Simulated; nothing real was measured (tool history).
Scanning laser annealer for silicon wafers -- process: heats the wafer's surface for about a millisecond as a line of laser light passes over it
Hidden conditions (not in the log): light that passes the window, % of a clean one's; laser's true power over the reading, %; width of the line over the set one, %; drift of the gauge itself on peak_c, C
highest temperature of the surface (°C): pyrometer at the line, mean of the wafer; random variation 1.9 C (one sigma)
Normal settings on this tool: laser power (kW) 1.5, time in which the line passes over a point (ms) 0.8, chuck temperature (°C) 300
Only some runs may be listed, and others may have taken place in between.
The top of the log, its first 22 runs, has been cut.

| run | day | laser power (kW) | time in which the line passes over a point (ms) | chuck temperature (°C) | hours of work since the window was cleaned | hours of work since the power meter was calibrated | hours of work since the optics were aligned | highest temperature of the surface (°C) |
|---|---|---|---|---|---|---|---|---|
| 23 | 22.342 | 1.5 | 0.854 | 303 | 344 | 761 | 285 | 1115 |
| 24 | 23.525 | 1.427 | 0.8 | 340 | 361 | 779 | 302 | 1081 |
| 25 | 24.354 | 1.436 | 0.8 | 271 | 373 | 791 | 314 | 1020 |
| 26 | 25.162 | 1.627 | 0.754 | 316 | 385 | 803 | 326 | 1166 |
| 27 | 25.929 | 1.517 | 0.569 | 337 | 397 | 814 | 337 | 1020 |
| 28 | 27.162 | 1.517 | 0.882 | 298 | 415 | 832 | 356 | 1135 |
| 29 | 27.9 | 1.517 | 0.882 | 298 | 426 | 843 | 366 | 1134 |
| 30 | 29.196 | 1.411 | 0.8 | 301 | 445 | 862 | 386 | 1034 |
| 31 | 29.896 | 1.411 | 0.8 | 329 | 455 | 873 | 396 | 1062 |
| 32 | 30.671 | 1.411 | 0.8 | 329 | 466 | 884 | 407 | 1059 |

4 ways to go on from here, each from the tool as it stands after run 32. What would each give?
| A | 31.704 | 1.428 | 0.623 | 333 | 482 | 899 | 422 | ? |
| B | 31.704 | 1.333 | 0.8 | 300 | 482 | 899 | 422 | ? |
| C | 31.704 | 1.411 | 0.8 | 264 | 482 | 899 | 422 | ? |
| D | 31.704 | 1.5 | 0.799 | 300 | 482 | 899 | 422 | ? |

| run | highest temperature of the surface (°C) |
|---|---|
| A | 990 |
| B | 985 |
| C | 994 |
| D | 1090 |
What these runs would have given with no unlogged condition in the tool:
| run | highest temperature of the surface (°C) |
|---|---|
| A | 990 |
| B | 985 |
| C | 994 |
| D | 1091 |

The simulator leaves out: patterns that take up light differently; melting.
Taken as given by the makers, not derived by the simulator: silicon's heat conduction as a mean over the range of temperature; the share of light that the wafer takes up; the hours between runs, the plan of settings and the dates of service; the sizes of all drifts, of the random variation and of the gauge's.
